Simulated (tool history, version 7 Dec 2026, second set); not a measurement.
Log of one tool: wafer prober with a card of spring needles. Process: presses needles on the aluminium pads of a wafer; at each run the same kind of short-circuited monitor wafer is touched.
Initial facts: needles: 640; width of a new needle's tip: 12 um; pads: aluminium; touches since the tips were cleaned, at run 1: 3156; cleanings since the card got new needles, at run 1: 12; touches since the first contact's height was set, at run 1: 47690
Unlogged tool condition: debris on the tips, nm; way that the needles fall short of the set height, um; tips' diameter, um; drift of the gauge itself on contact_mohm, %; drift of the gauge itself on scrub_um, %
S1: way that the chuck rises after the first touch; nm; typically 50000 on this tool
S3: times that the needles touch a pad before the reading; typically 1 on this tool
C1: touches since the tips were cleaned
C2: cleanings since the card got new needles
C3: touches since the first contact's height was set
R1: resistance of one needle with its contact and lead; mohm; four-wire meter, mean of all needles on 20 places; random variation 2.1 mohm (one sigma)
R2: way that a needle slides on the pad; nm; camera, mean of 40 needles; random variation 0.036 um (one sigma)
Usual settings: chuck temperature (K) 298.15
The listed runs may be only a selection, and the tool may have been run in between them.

Run 1, hour 0.0: usual settings; C1 3156; C2 12; C3 47690. Result: R1 299 mohm, R2 8570 nm.
At hour 1.0: tips cleaned on abrasive film.
Run 2, hour 7.4: usual settings; C1 2028; C2 13; C3 49993. Result: R1 283 mohm, R2 8670 nm.
At hour 12.5: tips cleaned on abrasive film.
Run 3, hour 13.3: usual settings; C1 245; C2 14; C3 51817. Result: R1 247 mohm, R2 8600 nm.
At hour 23.8: tips cleaned on abrasive film.
Run 4, hour 26.6: usual settings but chuck temperature (K) 324.15; C1 875; C2 15; C3 55971. Result: R1 263 mohm, R2 8500 nm.
At hour 35.3: tips cleaned on abrasive film.
Run 5, hour 40.4: usual settings but S3 3; C1 1592; C2 16; C3 60261. Result: R1 248 mohm, R2 8590 nm.
At hour 46.0: tips cleaned on abrasive film.
Run 6, hour 47.8: usual settings; C1 577; C2 17; C3 62581. Result: R1 256 mohm, R2 8540 nm.
At hour 57.1: tips cleaned on abrasive film.
Run 7, hour 59.0: usual settings; C1 601; C2 18; C3 66057. Result: R1 254 mohm, R2 8590 nm.
Run 8, hour 65.8: usual settings; C1 2732; C2 18; C3 68188. Result: R1 290 mohm, R2 8520 nm.
At hour 68.2: tips cleaned on abrasive film.
Run 9, hour 75.3: usual settings; C1 2236; C2 19; C3 71167. Result: R1 284 mohm, R2 8480 nm.
At hour 79.2: tips cleaned on abrasive film.
Run 10, hour 86.6: usual settings; C1 2325; C2 20; C3 74677. Result: R1 283 mohm, R2 8520 nm.
At hour 90.2: tips cleaned on abrasive film.
Run 11, hour 98.5: usual settings but chuck temperature (K) 345.15; C1 2627; C2 21; C3 78411. Result: R1 309 mohm, R2 8580 nm.
At hour 101.5: tips cleaned on abrasive film.
Run 12, hour 107.4: usual settings but chuck temperature (K) 345.15; C1 1840; C2 22; C3 81163. Result: R1 287 mohm, R2 8540 nm.
At hour 112.2: tips cleaned on abrasive film.
Run 13, hour 119.0: usual settings but S1 52000 nm, chuck temperature (K) 307.15; C1 2141; C2 23; C3 84780. Result: R1 281 mohm, R2 8810 nm.
At hour 122.8: tips cleaned on abrasive film.
Run 14, hour 126.4: usual settings but S1 52000 nm, chuck temperature (K) 307.15, S3 2; C1 1114; C2 24; C3 87076. Result: R1 258 mohm, R2 8850 nm.
At hour 133.5: tips cleaned on abrasive film.
Run 15, hour 136.9: usual settings but S1 63000 nm; C1 1067; C2 25; C3 90362. Result: R1 259 mohm, R2 10810 nm.
At hour 144.2: tips cleaned on abrasive film.
Run 16, hour 144.2: usual settings but S1 63000 nm; C1 8; C2 26; C3 92625. Result: R1 236 mohm, R2 10740 nm.
Run 17, hour 153.5: usual settings but S1 63000 nm; C1 2926; C2 26; C3 95543. Result: R1 267 mohm, R2 10770 nm.
At hour 155.6: tips cleaned on abrasive film.
At hour 166.2: tips cleaned on abrasive film.
Run 18, hour 166.6: usual settings but S1 63000 nm; C1 122; C2 28; C3 99609. Result: R1 236 mohm, R2 10780 nm.
Run 19, hour 176.6: usual settings but chuck temperature (K) 354.15, S3 3; C1 3255; C2 28; C3 102742. Result: R1 274 mohm, R2 8400 nm.

Measured minus without-hidden-state, run by run (identical run-to-run variation in each term; gauge scatter may differ):
run   R1    R2
  1  +63  -100
  2  +49  -110
  3  +13  -120
  4  +25  -120
  5  +14  -140
  6  +21  -140
  7  +20  -150
  8  +56  -150
  9  +51  -160
 10  +52  -170
 11  +56  -170
 12  +43  -180
 13  +45  -190
 14  +19  -200
 15  +25  -210
 16   +4  -220
 17  +42  -220
 18   +6  -240
 19  +23  -230
